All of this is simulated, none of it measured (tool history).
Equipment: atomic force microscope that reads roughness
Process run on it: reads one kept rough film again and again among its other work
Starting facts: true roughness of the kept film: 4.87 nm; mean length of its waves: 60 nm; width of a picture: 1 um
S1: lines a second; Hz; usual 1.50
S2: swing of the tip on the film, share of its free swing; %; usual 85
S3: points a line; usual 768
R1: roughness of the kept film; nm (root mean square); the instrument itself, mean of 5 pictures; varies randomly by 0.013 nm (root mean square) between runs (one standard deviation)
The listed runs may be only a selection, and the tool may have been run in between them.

| run | hour | S1 | S2 | S3 | R1 |
|---|---|---|---|---|---|
| 1 | 0.0 | 1.50 | 85 | 768 | 3.881 |
| 2 | 15.7 | 1.50 | 85 | 768 | 3.855 |
| 3 | 27.8 | 1.50 | 85 | 768 | 3.823 |
| 4 | 42.8 | 1.38 | 85 | 768 | 3.827 |
| 5 | 51.2 | 1.38 | 85 | 768 | 3.836 |
| 6 | 58.7 | 1.38 | 85 | 768 | 3.824 |
| 7 | 68.9 | 1.38 | 85 | 768 | 3.793 |
| 8 | 79.1 | 1.38 | 85 | 768 | 3.797 |
|  | 86.2 | new tip fitted |
| 9 | 97.8 | 1.38 | 85 | 768 | 3.907 |
| 10 | 108.6 | 1.50 | 85 | 499 | 3.829 |
| 11 | 116.4 | 0.60 | 70 | 768 | 4.499 |
| 12 | 134.2 | 2.00 | 68 | 424 | 4.110 |
| 13 | 150.5 | 2.00 | 68 | 424 | 4.112 |
| 14 | 163.1 | 0.67 | 61 | 385 | 4.441 |
|  | 172.5 | new tip fitted |
| 15 | 178.9 | 0.79 | 83 | 592 | 4.257 |
| 16 | 196.9 | 1.62 | 85 | 499 | 3.788 |
| 17 | 209.0 | 1.50 | 72 | 477 | 4.178 |
| 18 | 226.4 | 1.50 | 72 | 477 | 4.128 |

Predict each of these 3 candidate next runs independently; none follows another, all start after run 18:
| A | 242.4 | 1.16 | 84 | 365 | ? |
| B | 242.4 | 1.60 | 85 | 810 | ? |
| C | 242.4 | 0.82 | 55 | 398 | ? |

| run | R1 |
|---|---|
| A | 3.935 |
| B | 3.729 |
| C | 4.469 |
With no hidden state in the tool, these same runs would have given:
| run | R1 |
|---|---|
| A | 4.077 |
| B | 3.864 |
| C | 4.630 |

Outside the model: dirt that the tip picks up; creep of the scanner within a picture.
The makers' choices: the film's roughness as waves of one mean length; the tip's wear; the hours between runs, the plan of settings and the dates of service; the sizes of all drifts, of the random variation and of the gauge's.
